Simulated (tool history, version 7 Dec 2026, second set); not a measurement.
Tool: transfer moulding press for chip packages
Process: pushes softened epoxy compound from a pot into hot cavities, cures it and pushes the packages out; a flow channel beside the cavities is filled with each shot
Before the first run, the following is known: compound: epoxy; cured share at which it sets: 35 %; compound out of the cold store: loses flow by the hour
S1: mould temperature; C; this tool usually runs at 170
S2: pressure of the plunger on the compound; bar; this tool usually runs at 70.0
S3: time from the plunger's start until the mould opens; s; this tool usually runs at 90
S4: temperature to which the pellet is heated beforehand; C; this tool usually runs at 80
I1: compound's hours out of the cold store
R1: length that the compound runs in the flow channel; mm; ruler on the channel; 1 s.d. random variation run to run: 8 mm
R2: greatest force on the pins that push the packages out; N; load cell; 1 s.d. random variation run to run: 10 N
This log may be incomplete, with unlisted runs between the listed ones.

| run | hour | S1 | S2 | S3 | S4 | I1 | R1 | R2 |
|---|---|---|---|---|---|---|---|---|
| 1 | 0.0 | 170 | 70.0 | 90 | 80 | 13.9 | 964 | 582 |
| 2 | 17.3 | 170 | 70.0 | 90 | 84 | 42.5 | 894 | 629 |
| 3 | 47.4 | 170 | 70.0 | 90 | 84 | 22.1 | 950 | 725 |
| 4 | 64.2 | 170 | 70.0 | 90 | 84 | 24.8 | 915 | 807 |
|  | 77.5 | cavities cleaned with cleaning compound and waxed |
| 5 | 100.7 | 170 | 70.0 | 90 | 84 | 12.5 | 960 | 586 |
| 6 | 118.3 | 170 | 70.0 | 90 | 84 | 36.9 | 890 | 675 |
| 7 | 137.3 | 170 | 70.0 | 90 | 84 | 43.5 | 870 | 745 |
| 8 | 154.3 | 170 | 70.0 | 90 | 84 | 39.7 | 876 | 764 |
| 9 | 171.3 | 170 | 70.0 | 90 | 84 | 35.8 | 882 | 815 |
|  | 177.3 | cavities cleaned with cleaning compound and waxed |
| 10 | 195.1 | 170 | 70.5 | 90 | 80 | 18.7 | 926 | 576 |
| 11 | 234.2 | 170 | 70.5 | 90 | 80 | 28.3 | 899 | 723 |
| 12 | 259.7 | 170 | 78.4 | 90 | 80 | 38.3 | 907 | 800 |
|  | 278.2 | cavities cleaned with cleaning compound and waxed |
| 13 | 282.7 | 170 | 78.4 | 90 | 80 | 29.5 | 931 | 493 |
| 14 | 311.1 | 168 | 70.0 | 90 | 80 | 44.7 | 836 | 684 |
| 15 | 332.3 | 168 | 70.0 | 90 | 80 | 32.8 | 879 | 735 |
|  | 336.3 | mould's thermocouples calibrated |
| 16 | 372.7 | 170 | 58.2 | 86 | 77 | 27.9 | 782 | 787 |
|  | 381.0 | cavities cleaned with cleaning compound and waxed |
| 17 | 396.7 | 176 | 70.0 | 90 | 79 | 18.7 | 850 | 521 |
|  | 407.6 | plunger's sealing rings changed |
| 18 | 417.4 | 170 | 70.0 | 74 | 75 | 30.9 | 930 | 788 |
| 19 | 435.8 | 170 | 70.0 | 74 | 75 | 37.0 | 922 | 892 |
| 20 | 464.9 | 167 | 78.9 | 98 | 75 | 18.1 | 1020 | 811 |
|  | 483.8 | cavities cleaned with cleaning compound and waxed |
| 21 | 494.0 | 167 | 78.9 | 111 | 72 | 14.1 | 1028 | 492 |
|  | 520.3 | mould's thermocouples calibrated, once more |
| 22 | 535.0 | 163 | 67.5 | 126 | 80 | 18.5 | 949 | 665 |
| 23 | 569.5 | 164 | 70.0 | 90 | 89 | 9.8 | 973 | 1070 |
|  | 587.0 | cavities cleaned with cleaning compound and waxed |
| 24 | 609.8 | 173 | 70.0 | 90 | 89 | 24.4 | 900 | 589 |
| 25 | 628.3 | 173 | 70.0 | 90 | 89 | 27.0 | 899 | 655 |
| 26 | 663.6 | 173 | 62.5 | 70 | 89 | 20.7 | 861 | 887 |

Forecast each of these 5 alternatives for the next run:
|  | 687.1 | cavities cleaned with cleaning compound and waxed |
| A | 688.1 | 167 | 54.1 | 70 | 78 | 33.3 | ? | ? |
|  | 687.1 | cavities cleaned with cleaning compound and waxed |
| B | 688.1 | 173 | 72.5 | 78 | 76 | 43.5 | ? | ? |
|  | 687.1 | cavities cleaned with cleaning compound and waxed |
| C | 688.1 | 166 | 59.3 | 71 | 80 | 8.1 | ? | ? |
|  | 687.1 | cavities cleaned with cleaning compound and waxed |
| D | 688.1 | 164 | 70.0 | 90 | 80 | 40.6 | ? | ? |
|  | 687.1 | cavities cleaned with cleaning compound and waxed |
| E | 688.1 | 164 | 62.5 | 90 | 87 | 47.0 | ? | ? |

| run | R1 | R2 |
|---|---|---|
| A | 777 | 836 |
| B | 854 | 480 |
| C | 881 | 917 |
| D | 878 | 594 |
| E | 811 | 590 |
The same runs, with their run-to-run variation unchanged, on a tool lacking any hidden condition would have given:
| run | R1 | R2 |
|---|---|---|
| A | 824 | 829 |
| B | 906 | 474 |
| C | 935 | 910 |
| D | 931 | 589 |
| E | 860 | 585 |
